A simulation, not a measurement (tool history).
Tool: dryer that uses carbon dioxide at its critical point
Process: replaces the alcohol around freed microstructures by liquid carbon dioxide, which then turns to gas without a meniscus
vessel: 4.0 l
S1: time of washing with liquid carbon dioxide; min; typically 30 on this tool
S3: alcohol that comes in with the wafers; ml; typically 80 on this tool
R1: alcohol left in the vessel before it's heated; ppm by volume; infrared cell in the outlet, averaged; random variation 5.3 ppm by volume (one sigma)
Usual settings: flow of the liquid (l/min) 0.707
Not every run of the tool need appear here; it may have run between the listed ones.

{"run": 1, "hour": 0.0, "S1": 30, "flow of the liquid (l/min)": 0.707, "S3": 80, "R1": 168}
{"run": 2, "hour": 6.0, "S1": 30, "flow of the liquid (l/min)": 0.707, "S3": 80, "R1": 162}
{"run": 3, "hour": 17.5, "S1": 30, "flow of the liquid (l/min)": 0.707, "S3": 80, "R1": 179}
{"run": 4, "hour": 25.5, "S1": 30, "flow of the liquid (l/min)": 0.707, "S3": 80, "R1": 174}
{"run": 5, "hour": 39.2, "S1": 30, "flow of the liquid (l/min)": 0.707, "S3": 80, "R1": 177}
{"run": 6, "hour": 46.2, "S1": 30, "flow of the liquid (l/min)": 0.707, "S3": 80, "R1": 171}
{"run": 7, "hour": 60.8, "S1": 30, "flow of the liquid (l/min)": 0.707, "S3": 48, "R1": 97}
{"run": 8, "hour": 73.0, "S1": 30, "flow of the liquid (l/min)": 0.572, "S3": 48, "R1": 267}
{"run": 9, "hour": 81.3, "S1": 30, "flow of the liquid (l/min)": 0.572, "S3": 48, "R1": 265}
{"run": 10, "hour": 92.1, "S1": 30, "flow of the liquid (l/min)": 0.572, "S3": 48, "R1": 261}
{"run": 11, "hour": 99.4, "S1": 30, "flow of the liquid (l/min)": 0.572, "S3": 48, "R1": 269}
{"run": 12, "hour": 108.3, "S1": 31, "flow of the liquid (l/min)": 0.572, "S3": 48, "R1": 230}
{"run": 13, "hour": 116.6, "S1": 31, "flow of the liquid (l/min)": 0.572, "S3": 48, "R1": 236}
{"run": 14, "hour": 123.5, "S1": 21, "flow of the liquid (l/min)": 0.707, "S3": 80, "R1": 712}
{"run": 15, "hour": 129.8, "S1": 21, "flow of the liquid (l/min)": 0.707, "S3": 80, "R1": 736}
{"run": 16, "hour": 139.4, "S1": 18, "flow of the liquid (l/min)": 0.707, "S3": 80, "R1": 1146}
{"run": 17, "hour": 152.0, "S1": 18, "flow of the liquid (l/min)": 0.707, "S3": 80, "R1": 1205}
{"run": 18, "hour": 165.6, "S1": 18, "flow of the liquid (l/min)": 0.707, "S3": 80, "R1": 1158}
{"run": 19, "hour": 174.9, "S1": 18, "flow of the liquid (l/min)": 0.707, "S3": 80, "R1": 1201}
{"run": 20, "hour": 188.1, "S1": 30, "flow of the liquid (l/min)": 0.707, "S3": 80, "R1": 198}
{"run": 21, "hour": 195.7, "S1": 30, "flow of the liquid (l/min)": 0.501, "S3": 119, "R1": 1041}
{"run": 22, "hour": 204.3, "S1": 27, "flow of the liquid (l/min)": 0.574, "S3": 119, "R1": 966}
{"run": 23, "hour": 218.0, "S1": 42, "flow of the liquid (l/min)": 0.646, "S3": 35, "R1": 35}
{"run": 24, "hour": 231.2, "S1": 42, "flow of the liquid (l/min)": 0.646, "S3": 35, "R1": 31}
{"run": 25, "hour": 245.4, "S1": 19, "flow of the liquid (l/min)": 0.707, "S3": 33, "R1": 444}
{"run": 26, "hour": 255.3, "S1": 30, "flow of the liquid (l/min)": 0.52, "S3": 75, "R1": 632}
{"run": 27, "hour": 265.3, "S1": 30, "flow of the liquid (l/min)": 0.52, "S3": 75, "R1": 641}
{"run": 28, "hour": 274.3, "S1": 24, "flow of the liquid (l/min)": 0.527, "S3": 111, "R1": 1745}
{"run": 29, "hour": 283.8, "S1": 30, "flow of the liquid (l/min)": 0.707, "S3": 72, "R1": 179}
{"run": 30, "hour": 293.5, "S1": 30, "flow of the liquid (l/min)": 0.795, "S3": 117, "R1": 174}
{"run": 31, "hour": 303.7, "S1": 30, "flow of the liquid (l/min)": 0.476, "S3": 46, "R1": 509}
{"run": 32, "hour": 313.0, "S1": 30, "flow of the liquid (l/min)": 0.66, "S3": 68, "R1": 237}
{"run": 33, "hour": 320.9, "S1": 22, "flow of the liquid (l/min)": 0.887, "S3": 42, "R1": 167}
{"run": 34, "hour": 327.8, "S1": 22, "flow of the liquid (l/min)": 0.887, "S3": 49, "R1": 195}
{"run": 35, "hour": 334.2, "S1": 26, "flow of the liquid (l/min)": 0.579, "S3": 72, "R1": 694}
{"run": 36, "hour": 343.8, "S1": 30, "flow of the liquid (l/min)": 0.469, "S3": 80, "R1": 946}
{"run": 37, "hour": 350.5, "S1": 30, "flow of the liquid (l/min)": 0.469, "S3": 80, "R1": 946}
{"run": 38, "hour": 360.2, "S1": 30, "flow of the liquid (l/min)": 0.707, "S3": 34, "R1": 106}
{"run": 39, "hour": 368.6, "S1": 30, "flow of the liquid (l/min)": 0.707, "S3": 24, "R1": 81}

Difference, measured minus no-hidden-state, one row per run. Run-to-run variation is common to both terms; the gauge's own scatter need not be:
The hidden state here: flow that reaches the vessel past the clogged filter, %; alcohol in the recycled carbon dioxide, ppm; drift of the gauge itself on alcohol_ppm, %.
run=1 R1=+45
run=2 R1=+46
run=3 R1=+47
run=4 R1=+49
run=5 R1=+49
run=6 R1=+51
run=7 R1=+34
run=8 R1=+66
run=9 R1=+68
run=10 R1=+68
run=11 R1=+71
run=12 R1=+63
run=13 R1=+66
run=14 R1=+167
run=15 R1=+173
run=16 R1=+238
run=17 R1=+252
run=18 R1=+248
run=19 R1=+257
run=20 R1=+68
run=21 R1=+265
run=22 R1=+257
run=23 R1=+20
run=24 R1=+21
run=25 R1=+111
run=26 R1=+179
run=27 R1=+183
run=28 R1=+413
run=29 R1=+74
run=30 R1=+75
run=31 R1=+145
run=32 R1=+92
run=33 R1=+65
run=34 R1=+76
run=35 R1=+208
run=36 R1=+268
run=37 R1=+268
run=38 R1=+49
run=39 R1=+40
